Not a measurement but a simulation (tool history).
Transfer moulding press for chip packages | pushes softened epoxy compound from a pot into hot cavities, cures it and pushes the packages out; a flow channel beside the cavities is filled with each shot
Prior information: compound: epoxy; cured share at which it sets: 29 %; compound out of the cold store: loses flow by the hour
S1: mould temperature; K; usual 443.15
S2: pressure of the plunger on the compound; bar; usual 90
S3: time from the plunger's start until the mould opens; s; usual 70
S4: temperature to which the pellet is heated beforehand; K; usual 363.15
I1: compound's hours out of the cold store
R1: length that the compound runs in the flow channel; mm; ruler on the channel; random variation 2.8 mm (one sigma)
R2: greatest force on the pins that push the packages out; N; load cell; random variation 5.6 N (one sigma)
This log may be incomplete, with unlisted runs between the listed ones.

run	hour	S1	S2	S3	S4	I1	R1	R2
1	0	443.15	90	70	363.15	38.3	802	200
# hour 12.5: plunger's sealing rings changed
2	17.5	443.15	101.9	70	363.15	9.5	1092	252
3	37.2	443.15	101.9	70	363.15	25.1	971	300
# hour 47.8: cavities cleaned with cleaning compound and waxed
4	60.4	443.15	101.9	70	372.15	47.5	836	234
5	79.2	443.15	90	70	360.15	20.4	942	292
# hour 93.5: cavities cleaned with cleaning compound and waxed
6	111	443.15	90	70	363.15	37.2	841	274
7	129.8	443.15	90	70	363.15	40.3	814	309
# hour 138.4: cavities cleaned with cleaning compound and waxed
8	155.2	443.15	90	70	363.15	45.6	781	252
# hour 183.7: cavities cleaned with cleaning compound and waxed
9	188.2	443.15	90	70	363.15	47.9	765	196
10	210.2	443.15	90	70	363.15	8.1	992	286
# hour 228.8: cavities cleaned with cleaning compound and waxed
11	234.6	443.15	90	70	372.15	35.7	819	218
# hour 245.8: plunger's sealing rings changed
12	261.3	443.15	76.1	70	363.15	36.8	783	300
# hour 277.1: cavities cleaned with cleaning compound and waxed
13	287.4	443.15	76.1	70	363.15	45.7	737	236
14	305.3	443.15	90	70	363.15	19.7	949	297
15	320.4	439.15	89.2	54	367.15	16.3	983	692
# hour 323.4: cavities cleaned with cleaning compound and waxed
16	351.5	445.15	73.9	76	365.15	22.2	822	253
17	366.2	439.15	90	54	360.15	13.8	996	706
# hour 370: cavities cleaned with cleaning compound and waxed
18	397	441.15	102.5	76	365.15	32.4	919	284
19	411.8	440.15	105.8	77	365.15	35.8	918	307
# hour 416.9: cavities cleaned with cleaning compound and waxed
20	438.1	440.15	105.8	77	365.15	8.5	1088	285
21	451.5	441.15	90.3	77	365.15	45	784	299
# hour 463.3: cavities cleaned with cleaning compound and waxed
# hour 478.8: plunger's sealing rings changed
22	483.5	446.15	79.9	95	363.15	39.1	775	221
# hour 512.3: cavities cleaned with cleaning compound and waxed
23	513.1	443.15	90	70	361.15	10.2	1009	202
24	534.9	443.15	90	64	371.15	10.9	994	313
# hour 557.2: cavities cleaned with cleaning compound and waxed
25	558.3	449.15	76.5	70	368.15	32.8	764	170
# hour 562.8: mould's thermocouples calibrated
26	581.9	449.15	76.5	70	368.15	46.6	700	249
27	600.6	437.15	93.3	70	363.15	13.8	1033	514

Below are 4 alternative next runs, each starting from the tool's condition after run 27. Predict each:
# hour 604.6: cavities cleaned with cleaning compound and waxed
A	632.4	444.15	82.2	70	363.15	42.2	?	?
# hour 604.6: cavities cleaned with cleaning compound and waxed
B	632.4	442.15	90	70	368.15	40	?	?
# hour 604.6: cavities cleaned with cleaning compound and waxed
C	632.4	437.15	109.5	70	367.15	29.9	?	?
# hour 604.6: cavities cleaned with cleaning compound and waxed
D	632.4	441.15	93.3	98	370.15	16.2	?	?

run	R1	R2
A	764	288
B	818	311
C	996	438
D	977	253
Take away the tool's hidden state, keep each run's random variation, and the runs would have read:
run	R1	R2
A	793	190
B	849	205
C	1034	285
D	1014	166
